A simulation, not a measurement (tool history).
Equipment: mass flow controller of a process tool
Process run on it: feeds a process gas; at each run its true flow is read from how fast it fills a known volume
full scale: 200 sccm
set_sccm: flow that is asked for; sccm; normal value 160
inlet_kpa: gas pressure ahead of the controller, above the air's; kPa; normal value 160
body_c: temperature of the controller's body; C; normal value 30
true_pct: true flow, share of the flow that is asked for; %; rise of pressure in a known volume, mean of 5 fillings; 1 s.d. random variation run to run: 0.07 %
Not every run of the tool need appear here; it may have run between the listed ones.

run     hour  set_sccm  inlet_kpa  body_c  true_pct
  1        0       160        160      30     99.16
  2      315       111        160      30     98.93
  3    549.1       111        160      30     98.92
  4    855.2       111        160      30     98.94
  5   1085.7       111        160      30     99.08
  6   1226.7       111        160      30     99.26
  7   1548.5       111        160      30     99.35
  8   1713.1       160        160      22    100.14
  9   1877.9       160        228      30    100.25
 10   2219.9       188        228      30    100.61
 11   2372.4       188        228      30    100.55
 12   2599.6       188        228      30    100.71
 13   2853.6       160        160      30     99.97
      3152.2  -- controller's zero set anew
 14   3191.3       160        160      30    100.33
 15   3482.3       160        160      30    100.16
 16   3743.9       160        160      30    100.34
 17   4017.3        22        160      30     99.45
 18   4159.4        22        160      30      99.4
 19   4322.4        22        160      30     99.56
 20   4656.9        22        160      30     99.74
 21   4801.5        22        160      30     99.82
 22   5085.9       160        160      29    100.81
 23   5269.8       160        160      29    100.84
 24   5432.3       160        160      29    100.99
      5587.7  -- gauge calibrated
 25   5610.8       160        160      40     98.48
 26   5823.8       103        190      35     98.68
 27   6153.7       160        217      36     99.45
 28   6489.3       114        217      24     99.95
 29   6692.6        26        252      40     98.53
 30   7039.2        55        266      24     99.98
 31   7219.3        55        266      24     99.98
 32   7407.5        55        266      24    100.11
 33   7733.3        55        266      24    100.26
 34   7985.2        63        273      26    100.19
 35   8258.3        22        154      40     98.28
 36   8466.6        34        154      37     98.78
 37   8640.9        50        154      37     98.72
 38   8957.6        50        256      34     99.92
 39   9252.1        50        256      34     99.88
 40   9585.5        50        256      34    100.19
 41   9884.4        50        244      37     99.85
 42  10232.9        50        244      37    100.09
 43  10467.2        50        244      37    100.09
 44    10730        50        244      37    100.22
 45    11060        44        160      34     99.99
 46    11362        63        272      29    101.13
 47  11539.9        63        272      29    101.33

For some of the steps in true_pct from one run to the next: how much would appear even if the tool had no hidden state, given the settings, what came in and random variation, and how much remains for the hidden state plus any gauge scatter that the measured result and the result without hidden state don't share?
Unlogged tool condition in this case: flow at rest that the sensor doesn't see, % of full scale; true flow over the shown one, %; drift of the gauge itself on true_pct, %.
Run 13 -> 14: controller's zero set anew. true_pct +0.36 %: hidden state +0.13, all else +0.23.
Run 24 -> 25: body_c 29 -> 40, gauge calibrated. true_pct -2.51 %: hidden state -1.78, all else -0.73.
Run 29 -> 30: set_sccm 26 -> 55, inlet_kpa 252 -> 266, body_c 40 -> 24. true_pct +1.45 %: hidden state +0.13, all else +1.32.
Run 34 -> 35: set_sccm 63 -> 22, inlet_kpa 273 -> 154, body_c 26 -> 40. true_pct -1.91 %: hidden state +0.05, all else -1.96.

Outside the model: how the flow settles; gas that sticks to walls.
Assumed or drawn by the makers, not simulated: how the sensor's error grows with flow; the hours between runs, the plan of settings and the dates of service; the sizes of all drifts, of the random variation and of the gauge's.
